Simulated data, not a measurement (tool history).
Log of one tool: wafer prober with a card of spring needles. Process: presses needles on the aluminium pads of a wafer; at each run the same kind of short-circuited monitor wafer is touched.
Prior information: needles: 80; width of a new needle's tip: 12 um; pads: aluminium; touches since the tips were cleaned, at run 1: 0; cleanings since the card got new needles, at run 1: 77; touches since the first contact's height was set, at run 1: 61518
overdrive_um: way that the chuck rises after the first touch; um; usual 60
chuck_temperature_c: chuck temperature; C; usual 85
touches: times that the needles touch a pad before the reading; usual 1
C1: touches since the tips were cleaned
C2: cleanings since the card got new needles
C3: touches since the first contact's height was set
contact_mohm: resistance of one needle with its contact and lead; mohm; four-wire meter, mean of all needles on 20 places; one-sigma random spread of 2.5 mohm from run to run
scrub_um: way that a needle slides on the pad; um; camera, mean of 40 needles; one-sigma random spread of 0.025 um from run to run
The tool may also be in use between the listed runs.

Run 1, hour 0: usual settings; C1 0; C2 77; C3 61518. Result: contact_mohm 284 mohm, scrub_um 10.69 um.
At hour 14.3: tips cleaned on abrasive film.
Run 2, hour 18.1: usual settings; C1 1462; C2 78; C3 68450. Result: contact_mohm 298 mohm, scrub_um 10.75 um.
At hour 28.9: tips cleaned on abrasive film.
At hour 43.7: tips cleaned on abrasive film.
Run 3, hour 51.2: usual settings; C1 2882; C2 80; C3 81126. Result: contact_mohm 309 mohm, scrub_um 10.7 um.
At hour 58.7: tips cleaned on abrasive film.
Run 4, hour 69.4: usual settings; C1 4098; C2 81; C3 88079. Result: contact_mohm 314 mohm, scrub_um 10.69 um.
At hour 73.7: tips cleaned on abrasive film.
At hour 89.6: tips cleaned on abrasive film.
Run 5, hour 98.8: usual settings; C1 3545; C2 83; C3 99319. Result: contact_mohm 310 mohm, scrub_um 10.61 um.
At hour 105.8: tips cleaned on abrasive film.
At hour 120.2: tips cleaned on abrasive film.
Run 6, hour 129.2: usual settings; C1 3494; C2 85; C3 110971. Result: contact_mohm 311 mohm, scrub_um 10.61 um.
At hour 136.1: tips cleaned on abrasive film.
At hour 152.9: tips cleaned on abrasive film.
Run 7, hour 164.8: usual settings but chuck_temperature_c 43 C; C1 4614; C2 87; C3 124604. Result: contact_mohm 302 mohm, scrub_um 10.62 um.
At hour 166.8: tips cleaned on abrasive film.
At hour 182.4: tips cleaned on abrasive film.
Run 8, hour 191.3: usual settings but chuck_temperature_c 43 C; C1 3456; C2 89; C3 134732. Result: contact_mohm 299 mohm, scrub_um 10.63 um.
At hour 198: tips cleaned on abrasive film.
At hour 213.2: tips cleaned on abrasive film.
At hour 227.5: tips cleaned on abrasive film.
Run 9, hour 227.5: usual settings but chuck_temperature_c 90 C; C1 0; C2 92; C3 148557. Result: contact_mohm 287 mohm, scrub_um 10.57 um.
At hour 242.8: tips cleaned on abrasive film.
At hour 257.9: tips cleaned on abrasive film.
Run 10, hour 263.4: usual settings but chuck_temperature_c 90 C; C1 2146; C2 94; C3 162301. Result: contact_mohm 300 mohm, scrub_um 10.51 um.
At hour 271.8: tips cleaned on abrasive film.
Run 11, hour 284.8: usual settings; C1 5030; C2 95; C3 170498. Result: contact_mohm 315 mohm, scrub_um 10.53 um.
At hour 288.2: tips cleaned on abrasive film.
At hour 303.8: tips cleaned on abrasive film.
Run 12, hour 305.5: usual settings but overdrive_um 54 um; C1 666; C2 97; C3 178386. Result: contact_mohm 299 mohm, scrub_um 9.47 um.
At hour 318.9: tips cleaned on abrasive film.
Run 13, hour 324.7: usual settings; C1 2245; C2 98; C3 185726. Result: contact_mohm 308 mohm, scrub_um 10.47 um.
At hour 333.6: tips cleaned on abrasive film.
Run 14, hour 343.3: usual settings but overdrive_um 72 um; C1 3739; C2 99; C3 192844. Result: contact_mohm 308 mohm, scrub_um 12.69 um.
At hour 349.8: tips cleaned on abrasive film.
At hour 364.5: tips cleaned on abrasive film.
At hour 378.4: tips cleaned on abrasive film.
Run 15, hour 378.7: usual settings but overdrive_um 72 um; C1 97; C2 102; C3 206368. Result: contact_mohm 281 mohm, scrub_um 12.66 um.
At hour 392.5: tips cleaned on abrasive film.
At hour 392.8: height of the first contact set anew.
Run 16, hour 403.7: usual settings but overdrive_um 56 um, touches 2; C1 4205; C2 103; C3 4205. Result: contact_mohm 302 mohm, scrub_um 10.06 um.
At hour 406.8: tips cleaned on abrasive film.
Run 17, hour 420.1: usual settings but overdrive_um 56 um, touches 2; C1 5105; C2 104; C3 10482. Result: contact_mohm 305 mohm, scrub_um 10.08 um.
At hour 421.8: tips cleaned on abrasive film.
At hour 436: tips cleaned on abrasive film.
At hour 452.2: tips cleaned on abrasive film.
Run 18, hour 456.1: usual settings but overdrive_um 55 um, chuck_temperature_c 109 C; C1 1506; C2 107; C3 24221. Result: contact_mohm 311 mohm, scrub_um 9.91 um.
At hour 466.2: tips cleaned on abrasive film.
Run 19, hour 476.3: usual settings but overdrive_um 47 um, chuck_temperature_c 110 C; C1 3917; C2 108; C3 31988. Result: contact_mohm 339 mohm, scrub_um 8.39 um.
At hour 480.5: tips cleaned on abrasive film.
At hour 494.6: tips cleaned on abrasive film.
Run 20, hour 494.6: usual settings but overdrive_um 54 um, chuck_temperature_c 59 C, touches 2; C1 0; C2 110; C3 38949. Result: contact_mohm 279 mohm, scrub_um 9.65 um.
At hour 508.6: tips cleaned on abrasive film.
At hour 525: tips cleaned on abrasive film.
Run 21, hour 529.6: usual settings but overdrive_um 54 um, chuck_temperature_c 59 C, touches 2; C1 1780; C2 112; C3 52337. Result: contact_mohm 296 mohm, scrub_um 9.68 um.
At hour 539.9: tips cleaned on abrasive film.
At hour 555: tips cleaned on abrasive film.
Run 22, hour 555: usual settings but overdrive_um 49 um, chuck_temperature_c 59 C; C1 0; C2 114; C3 62040. Result: contact_mohm 285 mohm, scrub_um 8.74 um.
At hour 570.6: tips cleaned on abrasive film.
Run 23, hour 570.6: usual settings but overdrive_um 59 um, chuck_temperature_c 108 C; C1 0; C2 115; C3 68021. Result: contact_mohm 292 mohm, scrub_um 10.45 um.
At hour 586.5: tips cleaned on abrasive film.
At hour 601.6: tips cleaned on abrasive film.
Run 24, hour 606.1: usual settings but overdrive_um 59 um, chuck_temperature_c 108 C; C1 1741; C2 117; C3 81592. Result: contact_mohm 310 mohm, scrub_um 10.45 um.
At hour 615.6: tips cleaned on abrasive film.
At hour 631.4: tips cleaned on abrasive film.
Run 25, hour 643.9: usual settings but overdrive_um 52 um, chuck_temperature_c 28 C, touches 2; C1 4833; C2 119; C3 96082. Result: contact_mohm 295 mohm, scrub_um 9.18 um.
At hour 646.9: tips cleaned on abrasive film.
At hour 661.6: tips cleaned on abrasive film.
Run 26, hour 664.8: usual settings but overdrive_um 49 um; C1 1233; C2 121; C3 104061. Result: contact_mohm 313 mohm, scrub_um 8.64 um.
At hour 677.6: tips cleaned on abrasive film.
At hour 692.9: tips cleaned on abrasive film.
Run 27, hour 693.8: usual settings but overdrive_um 49 um; C1 364; C2 123; C3 115137. Result: contact_mohm 293 mohm, scrub_um 8.62 um.
At hour 707.6: tips cleaned on abrasive film.
Run 28, hour 718.5: usual settings but overdrive_um 58 um; C1 4192; C2 124; C3 124595. Result: contact_mohm 323 mohm, scrub_um 10.25 um.
At hour 721.9: tips cleaned on abrasive film.
At hour 736.6: tips cleaned on abrasive film.
At hour 751.3: tips cleaned on abrasive film.
Run 29, hour 756.2: usual settings but overdrive_um 58 um; C1 1908; C2 127; C3 139016. Result: contact_mohm 306 mohm, scrub_um 10.21 um.
At hour 765.1: tips cleaned on abrasive film.
At hour 779.9: tips cleaned on abrasive film.
Run 30, hour 784.3: usual settings but overdrive_um 70 um; C1 1677; C2 129; C3 149748. Result: contact_mohm 296 mohm, scrub_um 12.34 um.

Per-run results on a tool with no hidden state, each run keeping its own random variation:
Hidden state present: debris on the tips, nm; way that the needles fall short of the set height, um; tips' diameter, um; drift of the gauge itself on contact_mohm, %; drift of the gauge itself on scrub_um, %.
run  contact_mohm  scrub_um
  1           281     10.77
  2           280     10.84
  3           283     10.81
  4           282      10.8
  5           279     10.75
  6           281     10.77
  7           266     10.79
  8           267     10.82
  9           282     10.79
 10           276     10.74
 11           279     10.78
 12           282      9.73
 13           281     10.74
 14           283     12.97
 15           276     12.97
 16           279     10.06
 17           282     10.09
 18           286      9.95
 19           290      8.43
 20           275      9.71
 21           277      9.76
 22           276      8.84
 23           287     10.56
 24           287     10.57
 25           264      9.33
 26           285       8.8
 27           281      8.79
 28           284     10.43
 29           282     10.42
 30           276     12.57
